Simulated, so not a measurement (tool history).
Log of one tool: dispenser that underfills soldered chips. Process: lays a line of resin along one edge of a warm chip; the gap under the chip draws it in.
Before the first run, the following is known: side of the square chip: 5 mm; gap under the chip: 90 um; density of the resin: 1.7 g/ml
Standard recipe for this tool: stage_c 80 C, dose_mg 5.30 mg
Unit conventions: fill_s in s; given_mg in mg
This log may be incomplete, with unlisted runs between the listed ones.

run 1 hour=0.0 | stage_c=80 dose_mg=5.30 | fill_s=28.4 given_mg=4.93
-- hour=3.2 new syringe of resin
run 2 hour=4.6 | stage_c=80 dose_mg=5.30 | fill_s=22.5 given_mg=4.90
run 3 hour=9.0 | stage_c=80 dose_mg=5.30 | fill_s=28.1 given_mg=4.91
-- hour=13.6 new syringe of resin
run 4 hour=14.9 | stage_c=80 dose_mg=6.86 | fill_s=21.9 given_mg=6.27
run 5 hour=20.9 | stage_c=80 dose_mg=6.13 | fill_s=29.4 given_mg=5.56
-- hour=23.6 new syringe of resin
run 6 hour=24.0 | stage_c=80 dose_mg=6.13 | fill_s=21.9 given_mg=5.72
run 7 hour=29.6 | stage_c=80 dose_mg=5.34 | fill_s=28.3 given_mg=4.79
-- hour=33.6 new syringe of resin
run 8 hour=35.8 | stage_c=80 dose_mg=5.34 | fill_s=24.2 given_mg=4.83
run 9 hour=41.7 | stage_c=91 dose_mg=5.30 | fill_s=22.7 given_mg=4.83
-- hour=43.5 new syringe of resin
run 10 hour=47.2 | stage_c=80 dose_mg=5.30 | fill_s=26.3 given_mg=4.74
run 11 hour=50.4 | stage_c=80 dose_mg=5.30 | fill_s=29.7 given_mg=4.76
-- hour=53.7 new syringe of resin
run 12 hour=54.3 | stage_c=80 dose_mg=4.75 | fill_s=24.7 given_mg=4.29
run 13 hour=60.4 | stage_c=89 dose_mg=4.75 | fill_s=24.1 given_mg=4.33
-- hour=63.7 new syringe of resin
run 14 hour=64.9 | stage_c=83 dose_mg=4.75 | fill_s=22.6 given_mg=4.27
run 15 hour=67.9 | stage_c=83 dose_mg=4.75 | fill_s=25.6 given_mg=4.22
run 16 hour=72.6 | stage_c=83 dose_mg=4.75 | fill_s=32.7 given_mg=4.25
-- hour=73.6 new syringe of resin
run 17 hour=76.3 | stage_c=78 dose_mg=5.30 | fill_s=26.1 given_mg=4.79
run 18 hour=80.9 | stage_c=80 dose_mg=5.30 | fill_s=31.1 given_mg=4.69
-- hour=83.7 new syringe of resin
run 19 hour=85.4 | stage_c=80 dose_mg=5.30 | fill_s=24.4 given_mg=4.60
-- hour=88.3 dispensing valve cleaned and set on the balance
run 20 hour=92.6 | stage_c=71 dose_mg=5.37 | fill_s=39.7 given_mg=5.37
-- hour=94.6 new syringe of resin
run 21 hour=96.4 | stage_c=71 dose_mg=5.30 | fill_s=30.2 given_mg=5.27
run 22 hour=102.1 | stage_c=71 dose_mg=5.30 | fill_s=38.9 given_mg=5.20
-- hour=104.6 new syringe of resin
run 23 hour=108.5 | stage_c=71 dose_mg=5.30 | fill_s=33.2 given_mg=5.32
run 24 hour=113.8 | stage_c=85 dose_mg=4.86 | fill_s=29.0 given_mg=4.72
-- hour=114.5 new syringe of resin
run 25 hour=118.0 | stage_c=72 dose_mg=6.05 | fill_s=31.1 given_mg=5.90
run 26 hour=121.4 | stage_c=89 dose_mg=5.83 | fill_s=21.9 given_mg=5.73
-- hour=124.4 new syringe of resin
run 27 hour=125.0 | stage_c=65 dose_mg=5.67 | fill_s=33.8 given_mg=5.52
run 28 hour=130.9 | stage_c=84 dose_mg=6.81 | fill_s=24.7 given_mg=6.58
-- hour=134.4 new syringe of resin
run 29 hour=136.2 | stage_c=88 dose_mg=4.91 | fill_s=18.8 given_mg=4.74
run 30 hour=139.5 | stage_c=80 dose_mg=4.74 | fill_s=27.7 given_mg=4.63
run 31 hour=143.8 | stage_c=76 dose_mg=5.74 | fill_s=36.6 given_mg=5.54
-- hour=144.4 new syringe of resin
run 32 hour=149.8 | stage_c=76 dose_mg=4.64 | fill_s=32.9 given_mg=4.48
-- hour=154.4 new syringe of resin
run 33 hour=154.4 | stage_c=77 dose_mg=5.54 | fill_s=23.8 given_mg=5.34
run 34 hour=157.8 | stage_c=81 dose_mg=5.30 | fill_s=24.1 given_mg=5.08
run 35 hour=163.8 | stage_c=81 dose_mg=5.30 | fill_s=33.3 given_mg=5.10
-- hour=164.6 new syringe of resin
run 36 hour=169.6 | stage_c=81 dose_mg=5.30 | fill_s=26.1 given_mg=5.09

Consider 3 possible next runs. They are alternatives, not a sequence: every one starts from the tool as it was left by run 36. What does each give?
-- hour=174.6 new syringe of resin
run A hour=174.6 | stage_c=81 dose_mg=6.06 | fill_s=? given_mg=?
-- hour=174.6 new syringe of resin
run B hour=174.6 | stage_c=69 dose_mg=5.18 | fill_s=? given_mg=?
-- hour=174.6 new syringe of resin
run C hour=174.6 | stage_c=66 dose_mg=5.30 | fill_s=? given_mg=?

run=A fill_s=21.3 given_mg=5.78
run=B fill_s=30.3 given_mg=4.88
run=C fill_s=33.0 given_mg=5.03
Without the tool's unlogged condition, the same runs would have read:
run=A fill_s=20.5 given_mg=6.09
run=B fill_s=28.8 given_mg=5.15
run=C fill_s=31.4 given_mg=5.30
